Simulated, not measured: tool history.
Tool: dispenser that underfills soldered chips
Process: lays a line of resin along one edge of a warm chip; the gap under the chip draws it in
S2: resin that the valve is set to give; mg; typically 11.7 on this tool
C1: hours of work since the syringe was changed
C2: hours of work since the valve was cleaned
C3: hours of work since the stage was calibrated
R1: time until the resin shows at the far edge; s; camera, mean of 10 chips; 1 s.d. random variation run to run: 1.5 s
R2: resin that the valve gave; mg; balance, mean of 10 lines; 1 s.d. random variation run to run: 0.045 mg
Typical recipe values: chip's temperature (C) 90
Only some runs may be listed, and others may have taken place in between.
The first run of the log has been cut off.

Run 2, hour 2.8: usual settings; C1 4; C2 65; C3 82. Result: R1 205.7 s, R2 11.25 mg.
Run 3, hour 8.0: usual settings; C1 8; C2 68; C3 85. Result: R1 268.4 s, R2 11.15 mg.
At hour 8.6: new syringe of resin.
Run 4, hour 11.8: usual settings; C1 2; C2 71; C3 88. Result: R1 167.9 s, R2 11.21 mg.
Run 5, hour 16.5: usual settings but S2 11.0 mg; C1 5; C2 74; C3 91. Result: R1 224.6 s, R2 10.56 mg.
Run 6, hour 19.5: usual settings but S2 11.0 mg; C1 7; C2 76; C3 93. Result: R1 261.9 s, R2 10.48 mg.
At hour 20.5: new syringe of resin.
Run 7, hour 23.7: usual settings but S2 14.7 mg; C1 2; C2 79; C3 95. Result: R1 168.0 s, R2 14.02 mg.
Run 8, hour 28.8: usual settings but S2 14.7 mg; C1 6; C2 82; C3 99. Result: R1 218.5 s, R2 13.87 mg.
At hour 32.7: new syringe of resin.
Run 9, hour 33.0: usual settings but S2 14.7 mg; C1 0; C2 85; C3 102. Result: R1 139.4 s, R2 13.92 mg.
Run 10, hour 36.5: usual settings but S2 14.7 mg; C1 3; C2 87; C3 104. Result: R1 170.3 s, R2 13.92 mg.
Run 11, hour 38.7: usual settings but S2 14.7 mg; C1 4; C2 89; C3 105. Result: R1 190.8 s, R2 13.83 mg.
Run 12, hour 43.9: usual settings but S2 14.7 mg; C1 8; C2 92; C3 109. Result: R1 245.9 s, R2 13.75 mg.
At hour 44.7: new syringe of resin.
Run 13, hour 49.3: usual settings but S2 14.7 mg; C1 3; C2 96; C3 112. Result: R1 180.6 s, R2 13.82 mg.
Run 14, hour 54.6: usual settings but S2 14.7 mg; C1 7; C2 99; C3 116. Result: R1 235.7 s, R2 13.83 mg.
At hour 56.7: new syringe of resin.
Run 15, hour 60.4: usual settings but S2 10.3 mg; C1 3; C2 103; C3 120. Result: R1 189.4 s, R2 9.54 mg.
Run 16, hour 64.0: usual settings; C1 5; C2 105; C3 122. Result: R1 215.9 s, R2 10.85 mg.
Run 17, hour 68.0: usual settings; C1 8; C2 108; C3 125. Result: R1 268.9 s, R2 10.90 mg.
At hour 68.7: new syringe of resin.
Run 18, hour 72.9: usual settings; C1 3; C2 111; C3 128. Result: R1 185.4 s, R2 10.92 mg.
Run 19, hour 78.1: usual settings but chip's temperature (C) 78, S2 11.6 mg; C1 6; C2 115; C3 131. Result: R1 415.3 s, R2 10.72 mg.
At hour 80.6: new syringe of resin.
Run 20, hour 83.5: usual settings but chip's temperature (C) 91, S2 12.7 mg; C1 2; C2 118; C3 135. Result: R1 164.4 s, R2 11.70 mg.
Run 21, hour 86.2: usual settings but chip's temperature (C) 84, S2 10.2 mg; C1 4; C2 120; C3 137. Result: R1 273.8 s, R2 9.42 mg.
At hour 87.7: dispensing valve cleaned and set on the balance.
Run 22, hour 91.0: usual settings but chip's temperature (C) 84, S2 10.2 mg; C1 6; C2 2; C3 139. Result: R1 318.7 s, R2 10.16 mg.
At hour 93.5: new syringe of resin.
Run 23, hour 94.6: usual settings but chip's temperature (C) 89, S2 14.3 mg; C1 1; C2 4; C3 141. Result: R1 157.0 s, R2 14.29 mg.
Run 24, hour 99.6: usual settings but chip's temperature (C) 103, S2 11.1 mg; C1 4; C2 8; C3 145. Result: R1 116.1 s, R2 11.05 mg.

Run 25 is up next; what results do you expect?
Run 25, hour 104.7: usual settings but chip's temperature (C) 94, S2 13.5 mg; C1 8; C2 11; C3 148. Result: R1 ?, R2 ?.

Run 25 gave R1 213.0 s, R2 13.47 mg.
With no hidden state in the tool, this same run would have given R1 117.4 s, R2 13.56 mg.
